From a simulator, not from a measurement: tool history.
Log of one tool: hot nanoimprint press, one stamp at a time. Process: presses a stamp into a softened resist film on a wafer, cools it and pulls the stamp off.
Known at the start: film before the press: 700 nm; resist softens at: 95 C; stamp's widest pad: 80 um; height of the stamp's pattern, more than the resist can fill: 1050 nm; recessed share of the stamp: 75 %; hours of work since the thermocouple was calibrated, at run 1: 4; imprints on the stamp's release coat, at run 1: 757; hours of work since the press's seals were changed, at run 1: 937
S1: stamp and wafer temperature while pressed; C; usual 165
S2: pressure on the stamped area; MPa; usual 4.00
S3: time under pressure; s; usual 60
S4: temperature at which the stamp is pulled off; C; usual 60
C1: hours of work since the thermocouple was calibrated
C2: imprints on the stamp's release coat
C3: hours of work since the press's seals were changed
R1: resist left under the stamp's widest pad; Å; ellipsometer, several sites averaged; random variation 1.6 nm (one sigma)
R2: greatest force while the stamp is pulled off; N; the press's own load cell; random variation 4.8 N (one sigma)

run   hour   S1    S2  S3  S4   C1   C2    C3    R1   R2
  1    0.0  165  4.00  60  60    4  757   937  2460  239
       9.0  -- stamp cleaned and given a new release coat
  2   46.1  165  5.06  60  60   29  148   963  2195  240
  3   76.7  165  5.06  60  60   49  270   982  2173  236
  4  113.2  165  4.18  60  60   72  415  1006  2399  227
  5  154.2  165  2.71  60  60   98  578  1032  2995  236
  6  185.4  165  2.71  60  60  118  703  1052  2954  241
     208.0  -- stamp cleaned and given a new release coat
  7  213.3  165  2.71  60  60  132   21  1066  3028  234
  8  245.1  165  2.71  60  60  152  147  1086  3014  236
  9  267.9  165  2.71  60  60  167  238  1100  3030  242
 10  294.2  165  4.00  55  60  184  343  1117  2547  236
 11  317.0  165  4.00  60  60  198  433  1132  2449  231
 12  340.8  165  4.00  60  60  214  528  1147  2463  243
 13  361.8  165  4.00  60  60  227  612  1160  2480  241
     383.1  -- press's hydraulic seals changed and the load cell set to zero
 14  387.3  165  4.00  60  60  238  681     3  2490  246
     415.0  -- stamp cleaned and given a new release coat
 15  417.1  165  4.00  60  60  253    8    18  2455  251

Forecast run 16:
 16  440.8  165  3.25  60  60  268  102  33   ?   ?

{"run 16": {"R1": 2727, "R2": 233}}
Without the tool's hidden state the same run would have given R1 2726 Å, R2 233 N.

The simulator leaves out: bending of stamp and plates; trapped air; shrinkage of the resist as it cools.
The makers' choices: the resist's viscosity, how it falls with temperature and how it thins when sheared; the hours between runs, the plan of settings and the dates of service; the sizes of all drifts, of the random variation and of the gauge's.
